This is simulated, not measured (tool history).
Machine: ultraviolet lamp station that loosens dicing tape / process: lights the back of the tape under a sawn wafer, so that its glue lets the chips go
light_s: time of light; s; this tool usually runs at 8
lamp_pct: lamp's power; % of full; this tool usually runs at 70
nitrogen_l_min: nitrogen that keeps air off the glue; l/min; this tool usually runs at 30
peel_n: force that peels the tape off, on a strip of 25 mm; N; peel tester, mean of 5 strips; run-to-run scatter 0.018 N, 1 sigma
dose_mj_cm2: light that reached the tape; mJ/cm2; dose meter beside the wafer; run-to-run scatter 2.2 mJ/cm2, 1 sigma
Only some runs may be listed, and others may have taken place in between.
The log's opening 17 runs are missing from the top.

run     day  light_s  lamp_pct  nitrogen_l_min  hours of work of the lamp  hours of work since the window was cleaned  peel_n  dose_mj_cm2
 18  19.650        8        91              30                        926                                          95   0.450          236
 19  21.021        4        75              37                        947                                         116   2.285           95
 20  21.712        4        76              37                        958                                         127   2.197          100
 21  23.058        5        86              17                        979                                         148   2.140          139
 22  24.267        5        86              17                        997                                         166   2.147          140
 23  25.783        5        86              17                       1021                                         190   2.202          139
 24  26.550        5        86              17                       1033                                         201   2.156          137
 25  27.575        5        87              16                       1048                                         217   2.217          142
 26  28.479        6        93              30                       1062                                         231   0.841          180
 27  29.246        5        70              45                       1074                                         243   1.594          113
 28  30.017        4        70              11                       1086                                         255   4.618           90
 29  31.342        4        70              11                       1107                                         275   4.416           94
 30  32.579        4        70              11                       1126                                         295   4.419           93
 31  34.058        4        70              11                       1149                                         317   4.454           90
 32  35.471       14        65              23                       1170                                         339   0.358          290
 33  36.679        4        86              23                       1189                                         358   2.534          110
 34  37.625        5        65              12                       1204                                         372   3.878          103
 35  38.679        4        94              12                       1220                                         389   3.240          124

Alternative continuations, all from the tool just after run 35; predict every row:
  A  39.471       15        66              12                       1232                                         401       ?            ?
  B  39.471        6        88              14                       1232                                         401       ?            ?
  C  39.471        5        81              16                       1232                                         401       ?            ?
  D  39.471       10        94              12                       1232                                         401       ?            ?

run  peel_n  dose_mj_cm2
  A   0.591          317
  B   1.810          173
  C   2.456          130
  D   0.651          301
With no hidden state in the tool, these same runs would have given:
run  peel_n  dose_mj_cm2
  A   0.590          318
  B   1.807          173
  C   2.453          130
  D   0.650          301
